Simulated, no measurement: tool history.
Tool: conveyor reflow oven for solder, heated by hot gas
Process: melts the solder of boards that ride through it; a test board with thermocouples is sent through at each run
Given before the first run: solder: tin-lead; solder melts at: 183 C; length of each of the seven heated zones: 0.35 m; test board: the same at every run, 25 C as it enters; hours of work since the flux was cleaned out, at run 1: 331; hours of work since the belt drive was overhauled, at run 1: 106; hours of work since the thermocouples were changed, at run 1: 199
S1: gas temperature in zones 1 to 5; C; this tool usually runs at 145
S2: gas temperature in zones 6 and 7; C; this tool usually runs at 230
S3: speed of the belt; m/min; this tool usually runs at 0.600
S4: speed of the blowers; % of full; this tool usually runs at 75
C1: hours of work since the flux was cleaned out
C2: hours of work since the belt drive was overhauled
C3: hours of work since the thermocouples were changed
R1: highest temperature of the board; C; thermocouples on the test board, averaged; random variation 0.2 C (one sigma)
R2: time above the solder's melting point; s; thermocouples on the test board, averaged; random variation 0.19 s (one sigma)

run 1 hour=0.0 | S1=145 S2=230 S3=0.600 S4=75 | C1=331 C2=106 C3=199 | R1=210.1 R2=47.6
run 2 hour=13.2 | S1=145 S2=230 S3=0.600 S4=75 | C1=340 C2=115 C3=208 | R1=209.8 R2=47.6
run 3 hour=21.1 | S1=159 S2=230 S3=0.600 S4=75 | C1=345 C2=120 C3=213 | R1=213.0 R2=56.7
run 4 hour=27.3 | S1=145 S2=230 S3=0.600 S4=53 | C1=349 C2=124 C3=217 | R1=205.9 R2=42.8
run 5 hour=40.4 | S1=145 S2=230 S3=0.600 S4=75 | C1=357 C2=132 C3=225 | R1=209.5 R2=47.3
run 6 hour=46.5 | S1=145 S2=230 S3=0.600 S4=54 | C1=361 C2=136 C3=229 | R1=205.8 R2=43.0
run 7 hour=58.9 | S1=148 S2=230 S3=0.600 S4=54 | C1=369 C2=144 C3=237 | R1=206.3 R2=45.0
run 8 hour=68.8 | S1=148 S2=230 S3=0.600 S4=54 | C1=376 C2=151 C3=244 | R1=206.5 R2=44.7
run 9 hour=80.6 | S1=148 S2=230 S3=0.600 S4=54 | C1=383 C2=158 C3=251 | R1=206.4 R2=45.0
run 10 hour=88.2 | S1=143 S2=230 S3=0.600 S4=64 | C1=388 C2=163 C3=256 | R1=207.3 R2=43.9
run 11 hour=96.0 | S1=143 S2=230 S3=0.600 S4=64 | C1=393 C2=168 C3=261 | R1=207.1 R2=43.7
run 12 hour=106.8 | S1=143 S2=238 S3=0.600 S4=64 | C1=400 C2=175 C3=268 | R1=213.3 R2=49.9
run 13 hour=118.1 | S1=146 S2=230 S3=0.600 S4=75 | C1=408 C2=183 C3=275 | R1=209.4 R2=47.6
run 14 hour=128.7 | S1=149 S2=237 S3=0.517 S4=65 | C1=414 C2=189 C3=282 | R1=219.3 R2=66.7
run 15 hour=139.4 | S1=149 S2=237 S3=0.517 S4=65 | C1=421 C2=196 C3=289 | R1=219.3 R2=66.7
run 16 hour=146.3 | S1=150 S2=219 S3=0.526 S4=67 | C1=426 C2=201 C3=294 | R1=204.2 R2=51.7

Forecast each of these 5 alternatives for the next run:
run A hour=154.6 | S1=133 S2=230 S3=0.600 S4=75 | C1=431 C2=206 C3=299 | R1=? R2=?
run B hour=154.6 | S1=150 S2=233 S3=0.554 S4=75 | C1=431 C2=206 C3=299 | R1=? R2=?
run C hour=154.6 | S1=150 S2=219 S3=0.526 S4=56 | C1=431 C2=206 C3=299 | R1=? R2=?
run D hour=154.6 | S1=150 S2=219 S3=0.526 S4=53 | C1=431 C2=206 C3=299 | R1=? R2=?
run E hour=154.6 | S1=145 S2=241 S3=0.600 S4=75 | C1=431 C2=206 C3=299 | R1=? R2=?

run=A R1=206.2 R2=39.9
run=B R1=215.0 R2=59.3
run=C R1=202.8 R2=48.9
run=D R1=202.4 R2=48.3
run=E R1=217.5 R2=54.4
Stripped of hidden state, with their random variation kept, the same runs would have yielded:
run=A R1=210.2 R2=44.4
run=B R1=218.2 R2=62.0
run=C R1=205.3 R2=52.9
run=D R1=204.8 R2=52.3
run=E R1=221.4 R2=57.2
